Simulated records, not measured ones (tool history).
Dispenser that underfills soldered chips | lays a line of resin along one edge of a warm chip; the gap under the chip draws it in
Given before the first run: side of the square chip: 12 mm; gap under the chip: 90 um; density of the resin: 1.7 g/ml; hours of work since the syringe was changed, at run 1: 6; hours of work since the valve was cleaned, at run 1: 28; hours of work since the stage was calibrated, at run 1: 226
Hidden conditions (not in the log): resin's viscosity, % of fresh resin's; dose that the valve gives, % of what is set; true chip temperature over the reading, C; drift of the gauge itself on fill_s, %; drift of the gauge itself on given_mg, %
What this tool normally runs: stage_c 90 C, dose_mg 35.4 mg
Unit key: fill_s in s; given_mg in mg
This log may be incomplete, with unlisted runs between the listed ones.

run,hour,stage_c,dose_mg,hours of work since the syringe was changed,hours of work since the valve was cleaned,hours of work since the stage was calibrated,fill_s,given_mg
1,0.0,90,35.4,6,28,226,109.4,35.07
# hour 2.1: new syringe of resin
2,6.6,100,35.4,3,33,231,70.2,35.04
# hour 11.9: new syringe of resin
3,17.9,100,35.4,4,41,239,75.3,34.97
# hour 21.9: new syringe of resin
4,28.6,100,35.4,5,49,247,77.9,34.70
# hour 32.7: new syringe of resin
5,39.0,100,35.4,5,56,254,78.8,34.63
# hour 42.9: new syringe of resin
# hour 48.7: dispensing valve cleaned and set on the balance
6,50.9,100,35.4,5,2,262,80.7,35.43
# hour 53.9: new syringe of resin
7,59.2,100,35.4,4,8,268,74.2,35.30
# hour 63.8: new syringe of resin
8,67.1,100,35.4,2,13,273,64.3,35.21
# hour 73.5: new syringe of resin
9,74.7,100,35.4,1,19,279,57.4,35.16
# hour 83.4: new syringe of resin
10,85.6,100,35.4,2,26,287,62.5,34.97
# hour 93.9: new syringe of resin
11,98.9,100,35.4,4,36,296,71.7,34.87
# hour 104.5: new syringe of resin
12,108.4,100,35.4,3,43,303,68.7,34.76
# hour 115.0: new syringe of resin
13,119.2,90,35.5,3,51,311,93.0,34.78
# hour 124.8: new syringe of resin
14,125.5,90,35.4,0,55,315,73.2,34.48
# hour 134.9: new syringe of resin
# hour 136.2: dispensing valve cleaned and set on the balance
15,136.2,90,35.4,0,0,322,71.6,35.30
# hour 146.2: new syringe of resin
16,149.5,94,35.4,2,10,332,75.8,35.10
# hour 156.8: new syringe of resin
17,161.1,94,35.4,3,18,340,82.0,34.99
# hour 166.8: new syringe of resin
18,173.4,98,36.1,5,27,349,84.9,35.58

The next listed run, before its measurement:
# hour 176.7: new syringe of resin
19,179.1,98,36.1,2,31,353,?,?

Run 19 gave fill_s 65.0 s, given_mg 35.41 mg.
With no hidden state in the tool, this same run would have given fill_s 58.6 s, given_mg 36.00 mg.

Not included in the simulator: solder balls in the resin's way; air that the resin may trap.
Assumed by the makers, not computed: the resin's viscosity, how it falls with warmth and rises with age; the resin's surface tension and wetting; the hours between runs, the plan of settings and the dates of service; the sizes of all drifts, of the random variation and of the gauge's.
